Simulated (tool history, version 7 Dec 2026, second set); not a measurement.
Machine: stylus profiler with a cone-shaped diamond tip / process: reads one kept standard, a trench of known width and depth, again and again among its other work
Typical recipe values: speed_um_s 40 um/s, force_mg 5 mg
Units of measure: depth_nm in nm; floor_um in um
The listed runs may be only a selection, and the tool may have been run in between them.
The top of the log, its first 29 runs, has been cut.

run	day	speed_um_s	force_mg	scans with this tip	hours of work since the height scale was calibrated	depth_nm	floor_um
30	83.954	23	4.23	13940	1075	100.8	18.51
31	86.879	104	4.14	14180	1114	100.77	18.27
32	90.812	104	4.14	14504	1166	100.78	18.31
# day 93.321: height scale calibrated on a step standard
33	94.554	87	3.87	14809	17	100.75	18.29
34	97.033	13	8.18	15013	50	101.26	18.52
35	99.3	40	1.71	15199	80	100.44	18.42
36	103.304	11	12.92	15528	134	101.72	18.62
37	105.429	49	2.42	15703	162	100.57	18.46
38	109.321	19	4.6	16023	214	100.86	18.54
39	112.096	33	1.94	16251	251	100.46	18.48
40	114.025	17	7.53	16409	277	101.19	18.56
41	115.742	10	4.49	16550	300	100.83	18.58
42	118.929	22	12.11	16812	343	101.64	18.54
43	121.821	16	1.97	17050	382	100.49	18.5
44	124.617	16	1.97	17280	419	100.49	18.52
45	128.533	15	3.55	17602	472	100.72	18.54

Predict each of these 5 candidate next runs independently; none follows another, all start after run 45:
A	132.408	31	4.07	17920	523	?	?
B	132.408	103	7.38	17920	523	?	?
C	132.408	88	13.41	17920	523	?	?
D	132.408	55	3.84	17920	523	?	?
E	132.408	40	5.49	17920	523	?	?

run	depth_nm	floor_um
A	100.79	18.5
B	101.19	18.38
C	101.74	18.44
D	100.76	18.42
E	100.95	18.5
Had the tool no hidden state, the same runs would have come out as:
run	depth_nm	floor_um
A	100.79	18.51
B	101.19	18.4
C	101.74	18.45
D	100.76	18.43
E	100.95	18.51
